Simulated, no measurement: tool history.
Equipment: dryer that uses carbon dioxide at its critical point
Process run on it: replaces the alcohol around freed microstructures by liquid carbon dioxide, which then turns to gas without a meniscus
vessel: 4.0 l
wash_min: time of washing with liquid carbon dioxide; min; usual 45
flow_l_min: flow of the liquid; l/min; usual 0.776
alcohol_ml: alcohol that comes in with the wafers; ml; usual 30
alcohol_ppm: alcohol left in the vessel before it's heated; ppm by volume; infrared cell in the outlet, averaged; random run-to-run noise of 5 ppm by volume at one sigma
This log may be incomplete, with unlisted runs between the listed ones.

Run 1, hour 0.0: usual settings. Result: alcohol_ppm 184 ppm by volume.
Run 2, hour 41.7: usual settings. Result: alcohol_ppm 191 ppm by volume.
Run 3, hour 82.2: usual settings. Result: alcohol_ppm 186 ppm by volume.
Run 4, hour 104.6: usual settings. Result: alcohol_ppm 199 ppm by volume.
Run 5, hour 144.3: usual settings. Result: alcohol_ppm 197 ppm by volume.
Run 6, hour 177.6: usual settings. Result: alcohol_ppm 199 ppm by volume.
At hour 183.1: inlet filter changed.
Run 7, hour 220.3: usual settings. Result: alcohol_ppm 201 ppm by volume.
Run 8, hour 256.0: usual settings. Result: alcohol_ppm 205 ppm by volume.
Run 9, hour 285.8: usual settings. Result: alcohol_ppm 194 ppm by volume.
Run 10, hour 310.0: usual settings. Result: alcohol_ppm 200 ppm by volume.
Run 11, hour 344.1: usual settings but alcohol_ml 86 ml. Result: alcohol_ppm 215 ppm by volume.
Run 12, hour 366.6: usual settings but wash_min 38 min, flow_l_min 1.313 l/min. Result: alcohol_ppm 214 ppm by volume.
Run 13, hour 414.9: usual settings but wash_min 55 min, flow_l_min 0.735 l/min, alcohol_ml 42 ml. Result: alcohol_ppm 215 ppm by volume.
Run 14, hour 448.9: usual settings but wash_min 55 min, flow_l_min 1.168 l/min, alcohol_ml 42 ml. Result: alcohol_ppm 223 ppm by volume.
Run 15, hour 475.4: usual settings but wash_min 55 min, flow_l_min 1.168 l/min, alcohol_ml 42 ml. Result: alcohol_ppm 225 ppm by volume.
Run 16, hour 519.2: usual settings but flow_l_min 1.008 l/min, alcohol_ml 25 ml. Result: alcohol_ppm 219 ppm by volume.
Run 17, hour 546.3: usual settings but wash_min 35 min, flow_l_min 1.292 l/min, alcohol_ml 25 ml. Result: alcohol_ppm 235 ppm by volume.
Run 18, hour 570.8: usual settings but wash_min 42 min, flow_l_min 0.858 l/min, alcohol_ml 25 ml. Result: alcohol_ppm 232 ppm by volume.
Run 19, hour 600.7: usual settings but wash_min 60 min, alcohol_ml 54 ml. Result: alcohol_ppm 237 ppm by volume.
Run 20, hour 635.0: usual settings but wash_min 60 min, alcohol_ml 54 ml. Result: alcohol_ppm 232 ppm by volume.
Run 21, hour 656.2: usual settings but wash_min 60 min, alcohol_ml 54 ml. Result: alcohol_ppm 235 ppm by volume.

Branching from run 21: 3 alternative next runs. What would each branch give?
Run A, hour 690.3: usual settings but wash_min 46 min, flow_l_min 0.859 l/min. Result: alcohol_ppm ?.
Run B, hour 690.3: usual settings but flow_l_min 0.537 l/min. Result: alcohol_ppm ?.
Run C, hour 690.3: usual settings but wash_min 51 min, flow_l_min 1.069 l/min, alcohol_ml 46 ml. Result: alcohol_ppm ?.

run  alcohol_ppm
  A          251
  B          313
  C          244
Without the tool's unlogged condition, the same runs would have read:
run  alcohol_ppm
  A            8
  B           56
  C            4
